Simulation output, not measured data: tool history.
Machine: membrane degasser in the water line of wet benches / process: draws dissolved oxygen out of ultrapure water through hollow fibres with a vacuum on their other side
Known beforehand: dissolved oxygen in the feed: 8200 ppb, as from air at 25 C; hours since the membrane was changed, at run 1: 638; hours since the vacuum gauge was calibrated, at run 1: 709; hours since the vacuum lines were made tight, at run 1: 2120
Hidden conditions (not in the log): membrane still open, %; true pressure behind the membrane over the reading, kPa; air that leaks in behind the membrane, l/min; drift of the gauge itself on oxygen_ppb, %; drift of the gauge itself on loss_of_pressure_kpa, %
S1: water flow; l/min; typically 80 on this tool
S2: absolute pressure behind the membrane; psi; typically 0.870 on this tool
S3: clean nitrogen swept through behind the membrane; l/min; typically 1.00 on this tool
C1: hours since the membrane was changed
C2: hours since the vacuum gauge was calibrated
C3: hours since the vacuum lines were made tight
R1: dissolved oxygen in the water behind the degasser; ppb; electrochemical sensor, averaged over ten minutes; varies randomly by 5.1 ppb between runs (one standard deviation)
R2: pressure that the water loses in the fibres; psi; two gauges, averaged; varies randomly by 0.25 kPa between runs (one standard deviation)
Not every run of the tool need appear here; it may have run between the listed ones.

Run 1, hour 0.0: usual settings; C1 638; C2 709; C3 2120. Result: R1 519.2 ppb, R2 9.529 psi.
Run 2, hour 30.9: usual settings; C1 669; C2 739; C3 2151. Result: R1 514.3 ppb, R2 9.591 psi.
Run 3, hour 58.1: usual settings; C1 696; C2 767; C3 2178. Result: R1 504.2 ppb, R2 9.538 psi.
Run 4, hour 89.4: usual settings but S3 2.47 l/min; C1 728; C2 798; C3 2210. Result: R1 333.3 ppb, R2 9.561 psi.
Run 5, hour 110.7: usual settings but S3 2.47 l/min; C1 749; C2 819; C3 2231. Result: R1 338.9 ppb, R2 9.475 psi.
Run 6, hour 135.5: usual settings but S3 2.47 l/min; C1 774; C2 844; C3 2256. Result: R1 339.0 ppb, R2 9.484 psi.
Run 7, hour 169.8: usual settings but S1 119 l/min; C1 808; C2 878; C3 2290. Result: R1 883.5 ppb, R2 14.060 psi.
Run 8, hour 191.3: usual settings; C1 830; C2 900; C3 2312. Result: R1 501.7 ppb, R2 9.462 psi.
Run 9, hour 241.1: usual settings; C1 880; C2 950; C3 2361. Result: R1 510.0 ppb, R2 9.458 psi.
Run 10, hour 263.0: usual settings; C1 901; C2 972; C3 2383. Result: R1 508.6 ppb, R2 9.528 psi.
Run 11, hour 284.4: usual settings but S2 0.944 psi; C1 923; C2 993; C3 2405. Result: R1 579.1 ppb, R2 9.461 psi.
Run 12, hour 312.9: usual settings but S3 0.95 l/min; C1 951; C2 1021; C3 2433. Result: R1 526.5 ppb, R2 9.445 psi.
Run 13, hour 341.6: usual settings but S3 0.95 l/min; C1 980; C2 1050; C3 2462. Result: R1 519.0 ppb, R2 9.443 psi.
Run 14, hour 393.8: usual settings but S3 0.95 l/min; C1 1032; C2 1102; C3 2514. Result: R1 524.3 ppb, R2 9.439 psi.
Run 15, hour 437.3: usual settings but S2 1.257 psi; C1 1076; C2 1146; C3 2558. Result: R1 838.1 ppb, R2 9.435 psi.
Run 16, hour 468.7: usual settings but S1 67 l/min; C1 1107; C2 1177; C3 2589. Result: R1 395.6 ppb, R2 7.922 psi.
Run 17, hour 511.1: usual settings but S1 67 l/min; C1 1150; C2 1220; C3 2631. Result: R1 400.5 ppb, R2 7.865 psi.
Run 18, hour 537.7: usual settings but S3 1.22 l/min; C1 1176; C2 1246; C3 2658. Result: R1 468.6 ppb, R2 9.340 psi.
Run 19, hour 585.4: usual settings but S1 70 l/min, S2 1.302 psi, S3 1.69 l/min; C1 1224; C2 1294; C3 2706. Result: R1 544.9 ppb, R2 8.189 psi.
Run 20, hour 632.7: usual settings but S1 70 l/min, S2 1.736 psi, S3 0.40 l/min; C1 1271; C2 1341; C3 2753. Result: R1 1719.9 ppb, R2 8.189 psi.
Run 21, hour 673.7: usual settings but S1 70 l/min, S2 1.736 psi, S3 0.40 l/min; C1 1312; C2 1382; C3 2794. Result: R1 1701.6 ppb, R2 8.177 psi.
Run 22, hour 711.5: usual settings but S1 114 l/min, S2 1.533 psi, S3 2.90 l/min; C1 1350; C2 1420; C3 2832. Result: R1 912.6 ppb, R2 13.351 psi.
Run 23, hour 760.8: usual settings but S1 114 l/min, S2 1.533 psi, S3 2.90 l/min; C1 1399; C2 1469; C3 2881. Result: R1 916.9 ppb, R2 13.316 psi.
Run 24, hour 786.3: usual settings but S1 62 l/min; C1 1425; C2 1495; C3 2907. Result: R1 370.9 ppb, R2 7.243 psi.
Run 25, hour 811.5: usual settings but S1 62 l/min, S2 0.664 psi, S3 1.58 l/min; C1 1450; C2 1520; C3 2932. Result: R1 173.9 ppb, R2 7.252 psi.
Run 26, hour 845.2: usual settings but S1 78 l/min; C1 1484; C2 1554; C3 2965. Result: R1 487.7 ppb, R2 9.031 psi.
Run 27, hour 872.1: usual settings but S1 78 l/min; C1 1511; C2 1581; C3 2992. Result: R1 487.3 ppb, R2 9.132 psi.
At hour 900.1: gauge calibrated.
Run 28, hour 900.1: usual settings but S1 110 l/min, S2 1.684 psi, S3 1.95 l/min; C1 1538; C2 1609; C3 3020. Result: R1 1137.7 ppb, R2 13.149 psi.
Run 29, hour 934.1: usual settings but S1 112 l/min, S2 0.830 psi, S3 0.60 l/min; C1 1573; C2 1643; C3 3054. Result: R1 886.7 ppb, R2 13.412 psi.
Run 30, hour 959.8: usual settings but S1 52 l/min, S3 0.47 l/min; C1 1598; C2 1668; C3 3080. Result: R1 471.1 ppb, R2 6.137 psi.
Run 31, hour 999.1: usual settings but S2 0.950 psi, S3 1.30 l/min; C1 1638; C2 1708; C3 3119. Result: R1 509.5 ppb, R2 9.512 psi.
Run 32, hour 1026.4: usual settings but S1 116 l/min, S3 1.07 l/min; C1 1665; C2 1735; C3 3147. Result: R1 836.8 ppb, R2 13.751 psi.

Hidden state or all else? Some run-to-run changes of R2, split into what the settings, what came in and random variation would give without the hidden state, and what is left for the hidden state (with any gauge scatter that isn't in both results):
Run 21 -> 22: S1 70 -> 114, S2 1.736 -> 1.533, S3 0.40 -> 2.90. R2 +5.173 psi: hidden state -0.113, all else +5.287.
Run 23 -> 24: S1 114 -> 62, S2 1.533 -> 0.870, S3 2.90 -> 1.00. R2 -6.073 psi: hidden state +0.126, all else -6.199.
Run 27 -> 28: S1 78 -> 110, S2 0.870 -> 1.684, S3 1.00 -> 1.95, gauge calibrated. R2 +4.018 psi: hidden state +0.232, all else +3.785.
Run 29 -> 30: S1 112 -> 52, S2 0.830 -> 0.870, S3 0.60 -> 0.47. R2 -7.275 psi: hidden state +0.001, all else -7.277.
